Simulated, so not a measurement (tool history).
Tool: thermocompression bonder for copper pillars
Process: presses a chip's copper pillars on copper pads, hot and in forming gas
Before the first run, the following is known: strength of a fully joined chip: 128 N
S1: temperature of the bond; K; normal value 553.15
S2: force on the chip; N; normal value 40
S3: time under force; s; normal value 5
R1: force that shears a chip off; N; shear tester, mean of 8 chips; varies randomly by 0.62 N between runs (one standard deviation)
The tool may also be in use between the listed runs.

run	hour	S1	S2	S3	R1
1	0.0	553.15	40	5	50.2
2	90.8	553.15	40	3	41.3
# hour 137.1: forming gas filter changed
3	156.8	553.15	40	3	43.5
4	205.5	553.15	25	5	34.5
5	257.5	531.15	40	5	40.9
6	348.4	531.15	40	5	39.9
# hour 427.9: forming gas filter changed
7	438.4	531.15	40	5	40.8
8	507.9	545.15	40	5	48.2
9	558.6	553.15	40	10	66.5
10	622.3	553.15	40	10	65.9
11	671.5	553.15	40	10	64.7
# hour 718.5: forming gas filter changed
12	728.9	553.15	40	5	53.1
13	796.3	528.15	40	5	39.2
14	882.2	528.15	40	5	38.9
15	943.3	526.15	40	5	37.9
# hour 1015.6: forming gas filter changed
16	1034.9	526.15	40	5	38.3
# hour 1054.0: heater calibrated with a thermocouple chip
17	1115.7	553.15	40	5	57.5
18	1159.9	570.15	40	7	72.3
19	1214.1	553.15	40	10	69.2
20	1301.8	553.15	54	5	67.9
# hour 1311.6: forming gas filter changed
21	1376.7	553.15	54	5	72.6
22	1417.8	553.15	40	14	79.9
23	1491.1	524.15	40	3	33.4
24	1567.4	524.15	51	3	40.1
# hour 1606.0: forming gas filter changed
25	1617.5	524.15	51	3	41.4
# hour 1675.2: force cell calibrated
26	1689.2	547.15	45	3	45.2
27	1779.3	547.15	45	3	43.9
28	1855.1	570.15	31	6	53.2
# hour 1900.5: forming gas filter changed
29	1910.4	570.15	31	6	55.7

Estimate the outcome of run 30 from the log above:
30	1974.8	553.15	54	6	?

{"run 30": {"R1": 70.9}}
If the tool had no hidden condition, the same run with the same run-to-run variation would have returned R1 73.3 N.
